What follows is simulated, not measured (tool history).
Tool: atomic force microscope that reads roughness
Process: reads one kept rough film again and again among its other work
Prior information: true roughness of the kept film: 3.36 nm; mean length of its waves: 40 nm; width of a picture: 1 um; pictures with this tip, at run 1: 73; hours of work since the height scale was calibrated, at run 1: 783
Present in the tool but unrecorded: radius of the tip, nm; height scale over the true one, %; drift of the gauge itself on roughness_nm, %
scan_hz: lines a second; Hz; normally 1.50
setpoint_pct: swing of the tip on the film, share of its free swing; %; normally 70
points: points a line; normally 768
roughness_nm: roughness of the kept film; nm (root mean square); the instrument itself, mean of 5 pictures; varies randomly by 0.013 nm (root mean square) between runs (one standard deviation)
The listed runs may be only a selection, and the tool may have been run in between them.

run,day,scan_hz,setpoint_pct,points,pictures with this tip,hours of work since the height scale was calibrated,roughness_nm
1,0.000,1.50,70,768,73,783,2.948
2,2.546,1.50,70,768,139,818,2.888
3,4.833,1.50,70,768,197,849,2.879
4,8.154,3.50,70,768,282,894,2.579
5,9.571,3.50,70,768,319,913,2.556
# day 10.533: new tip fitted
6,11.333,3.50,70,288,20,937,2.724
7,13.783,1.50,70,369,83,970,2.892
8,16.300,1.50,70,369,148,1004,2.870
9,17.788,1.50,70,369,186,1025,2.848
10,21.146,1.50,70,768,272,1070,2.779
# day 24.029: new tip fitted
11,24.496,1.50,70,768,12,1116,2.981
12,27.375,1.50,70,768,86,1155,2.948
13,29.862,1.50,70,768,150,1189,2.913
14,32.621,1.50,70,768,220,1226,2.859
15,35.979,1.50,70,768,307,1272,2.781
# day 37.454: new tip fitted
16,38.104,1.50,70,768,16,1301,3.018
17,40.621,1.50,70,768,81,1335,2.956
18,43.521,1.50,70,768,155,1374,2.909
19,46.271,1.50,70,260,226,1412,2.863
# day 47.429: height scale calibrated on a step standard
20,49.638,1.50,70,260,311,30,2.705
# day 51.050: new tip fitted
21,52.542,1.50,70,260,38,69,2.920
22,55.546,1.50,70,260,115,110,2.869
23,58.400,1.50,70,260,188,149,2.789
24,60.400,1.50,70,489,239,176,2.788
25,62.558,1.50,70,489,295,206,2.743
# day 64.417: new tip fitted
26,65.600,1.50,70,489,30,247,2.937
27,67.950,1.50,70,489,90,279,2.895
28,69.671,1.50,70,489,134,302,2.851
29,72.421,1.50,74,360,205,340,2.789
30,75.175,2.72,70,387,275,377,2.642
31,76.879,1.50,88,281,319,400,2.515
# day 78.092: new tip fitted
32,78.796,1.50,88,281,18,426,2.685
33,81.942,3.09,70,941,98,469,2.734
34,83.546,3.09,67,370,140,491,2.746
35,86.125,3.09,67,370,206,526,2.701
36,87.979,0.59,67,768,253,551,2.939
37,90.662,0.55,62,678,322,588,2.941
# day 91.625: new tip fitted
38,93.096,0.51,90,456,38,620,2.965
39,95.312,0.50,90,660,94,651,2.941
40,98.133,3.01,80,523,167,689,2.481
41,100.658,3.01,80,523,231,723,2.446
42,102.212,3.01,80,523,271,745,2.431
43,104.183,1.50,61,768,322,771,2.842
# day 105.117: new tip fitted
44,105.883,1.50,76,376,20,794,2.891
45,108.958,1.09,58,468,99,836,3.031
46,110.846,2.48,58,468,147,862,2.924
47,112.325,2.48,58,468,185,882,2.902
48,114.775,1.39,58,654,248,915,2.918
49,117.688,1.50,70,504,322,955,2.740
# day 118.462: new tip fitted
50,119.875,2.98,73,390,36,984,2.740
51,122.671,2.98,73,390,108,1022,2.680
52,125.496,2.98,73,390,180,1061,2.639

Below are 4 alternative next runs, each starting from the tool's condition after run 52. Predict each:
A,128.608,2.52,73,390,260,1103,?
B,128.608,2.31,73,390,260,1103,?
C,128.608,3.68,90,845,260,1103,?
D,128.608,0.68,70,768,260,1103,?

run,roughness_nm
A,2.651
B,2.671
C,2.063
D,2.925
Stripped of hidden state, with their random variation kept, the same runs would have yielded:
run,roughness_nm
A,2.784
B,2.805
C,2.166
D,3.072
